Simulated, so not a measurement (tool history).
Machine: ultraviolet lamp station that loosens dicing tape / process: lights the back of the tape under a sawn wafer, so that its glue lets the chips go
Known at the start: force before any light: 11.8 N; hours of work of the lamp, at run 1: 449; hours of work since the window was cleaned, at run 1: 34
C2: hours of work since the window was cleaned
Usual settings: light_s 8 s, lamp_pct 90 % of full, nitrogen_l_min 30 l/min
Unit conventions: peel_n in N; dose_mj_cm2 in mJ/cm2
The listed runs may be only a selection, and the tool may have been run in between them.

Run 1, hour 0: usual settings; hours of work of the lamp 449; C2 34. Result: peel_n 0.578 N, dose_mj_cm2 587 mJ/cm2.
Run 2, hour 12.3: usual settings but light_s 4 s; hours of work of the lamp 458; C2 43. Result: peel_n 2.354 N, dose_mj_cm2 288 mJ/cm2.
Run 3, hour 40.2: usual settings but light_s 4 s; hours of work of the lamp 479; C2 64. Result: peel_n 2.462 N, dose_mj_cm2 281 mJ/cm2.
Run 4, hour 60.5: usual settings; hours of work of the lamp 495; C2 79. Result: peel_n 0.635 N, dose_mj_cm2 560 mJ/cm2.
Run 5, hour 76.7: usual settings; hours of work of the lamp 507; C2 91. Result: peel_n 0.657 N, dose_mj_cm2 550 mJ/cm2.
Run 6, hour 95.7: usual settings; hours of work of the lamp 521; C2 106. Result: peel_n 0.636 N, dose_mj_cm2 541 mJ/cm2.
Run 7, hour 117.7: usual settings; hours of work of the lamp 538; C2 122. Result: peel_n 0.664 N, dose_mj_cm2 536 mJ/cm2.
Run 8, hour 141.9: usual settings but light_s 4 s, lamp_pct 95 % of full, nitrogen_l_min 22 l/min; hours of work of the lamp 556; C2 140. Result: peel_n 2.827 N, dose_mj_cm2 277 mJ/cm2.
Run 9, hour 165.1: usual settings but lamp_pct 66 % of full; hours of work of the lamp 573; C2 158. Result: peel_n 1.464 N, dose_mj_cm2 380 mJ/cm2.
Run 10, hour 182.9: usual settings but lamp_pct 66 % of full; hours of work of the lamp 587; C2 171. Result: peel_n 1.515 N, dose_mj_cm2 377 mJ/cm2.
Run 11, hour 196: usual settings but lamp_pct 84 % of full, nitrogen_l_min 47 l/min; hours of work of the lamp 596; C2 181. Result: peel_n 0.765 N, dose_mj_cm2 476 mJ/cm2.
Run 12, hour 222.8: usual settings but lamp_pct 61 % of full, nitrogen_l_min 10 l/min; hours of work of the lamp 617; C2 201. Result: peel_n 2.693 N, dose_mj_cm2 340 mJ/cm2.
Run 13, hour 235.9: usual settings but light_s 14 s, lamp_pct 61 % of full, nitrogen_l_min 10 l/min; hours of work of the lamp 626; C2 211. Result: peel_n 0.999 N, dose_mj_cm2 586 mJ/cm2.
At hour 248.5: window cleaned of glue's vapour.
Run 14, hour 251.5: usual settings but light_s 14 s, lamp_pct 61 % of full, nitrogen_l_min 10 l/min; hours of work of the lamp 638; C2 2. Result: peel_n 0.745 N, dose_mj_cm2 663 mJ/cm2.

Branching from run 14: 5 alternative next runs. What would each branch give?
Run A, hour 272.4: usual settings but light_s 15 s; hours of work of the lamp 653; C2 18. Result: peel_n ?, dose_mj_cm2 ?.
Run B, hour 272.4: usual settings but lamp_pct 85 % of full; hours of work of the lamp 653; C2 18. Result: peel_n ?, dose_mj_cm2 ?.
Run C, hour 272.4: usual settings but lamp_pct 82 % of full, nitrogen_l_min 32 l/min; hours of work of the lamp 653; C2 18. Result: peel_n ?, dose_mj_cm2 ?.
Run D, hour 272.4: usual settings but light_s 10 s, lamp_pct 75 % of full, nitrogen_l_min 36 l/min; hours of work of the lamp 653; C2 18. Result: peel_n ?, dose_mj_cm2 ?.
Run E, hour 272.4: usual settings but lamp_pct 70 % of full, nitrogen_l_min 58 l/min; hours of work of the lamp 653; C2 18. Result: peel_n ?, dose_mj_cm2 ?.

run  peel_n  dose_mj_cm2
  A   0.201         1043
  B   0.721          526
  C   0.764          502
  D   0.548          573
  E   0.905          438
Had the tool no hidden state, the same runs would have come out as:
run  peel_n  dose_mj_cm2
  A   0.181         1251
  B   0.471          630
  C   0.498          603
  D   0.363          688
  E   0.592          525

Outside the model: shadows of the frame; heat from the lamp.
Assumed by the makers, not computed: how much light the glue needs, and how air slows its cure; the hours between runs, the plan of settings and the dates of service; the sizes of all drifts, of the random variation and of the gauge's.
